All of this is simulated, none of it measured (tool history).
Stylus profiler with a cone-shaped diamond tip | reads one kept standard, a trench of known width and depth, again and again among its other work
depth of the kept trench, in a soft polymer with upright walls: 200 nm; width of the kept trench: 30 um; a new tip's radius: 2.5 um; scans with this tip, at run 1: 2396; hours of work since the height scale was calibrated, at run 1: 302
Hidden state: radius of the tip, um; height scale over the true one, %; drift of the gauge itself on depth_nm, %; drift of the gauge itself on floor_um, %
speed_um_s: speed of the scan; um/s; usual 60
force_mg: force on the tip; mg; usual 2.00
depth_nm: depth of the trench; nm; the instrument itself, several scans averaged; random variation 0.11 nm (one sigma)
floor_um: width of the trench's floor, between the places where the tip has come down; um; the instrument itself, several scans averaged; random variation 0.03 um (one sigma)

run,hour,speed_um_s,force_mg,scans with this tip,hours of work since the height scale was calibrated,depth_nm,floor_um
1,0.0,60,2.00,2396,302,203.25,27.72
2,24.7,60,2.00,2524,318,203.09,27.72
3,50.2,60,2.00,2656,334,202.98,27.69
4,91.8,60,2.00,2871,361,203.16,27.69
5,129.0,60,2.00,3063,386,203.25,27.70
6,154.6,60,2.00,3196,402,203.29,27.64
7,187.1,60,0.93,3364,423,202.14,27.59
8,219.7,60,3.21,3532,445,204.38,27.61
9,256.7,60,3.21,3724,469,204.38,27.65
10,298.9,104,2.00,3942,496,203.20,27.54
11,327.0,104,2.00,4088,514,203.28,27.52
12,367.9,104,2.00,4299,541,203.36,27.50
13,415.3,104,2.00,4545,572,203.26,27.44
14,463.2,104,2.00,4792,603,203.46,27.43
15,499.1,104,2.00,4978,627,203.59,27.46
16,540.4,60,2.00,5192,653,203.46,27.46
17,585.6,60,2.00,5426,683,203.49,27.52
18,609.5,60,2.00,5549,698,203.29,27.52
19,648.9,52,2.81,5753,724,204.18,27.48
20,697.6,52,2.81,6005,756,204.30,27.44
21,726.8,60,2.27,6156,775,203.80,27.49
22,774.7,101,1.88,6404,806,203.47,27.34
23,797.7,101,1.88,6523,821,203.53,27.33
24,829.9,101,1.88,6690,842,203.62,27.32
25,873.8,88,1.03,6917,870,202.52,27.23

The next listed run, before its measurement:
26,913.3,202,1.03,7121,896,?,?

Run 26 gave depth_nm 202.66 nm, floor_um 26.87 um.
Without the tool's hidden state the same run would have given depth_nm 201.93 nm, floor_um 27.42 um.
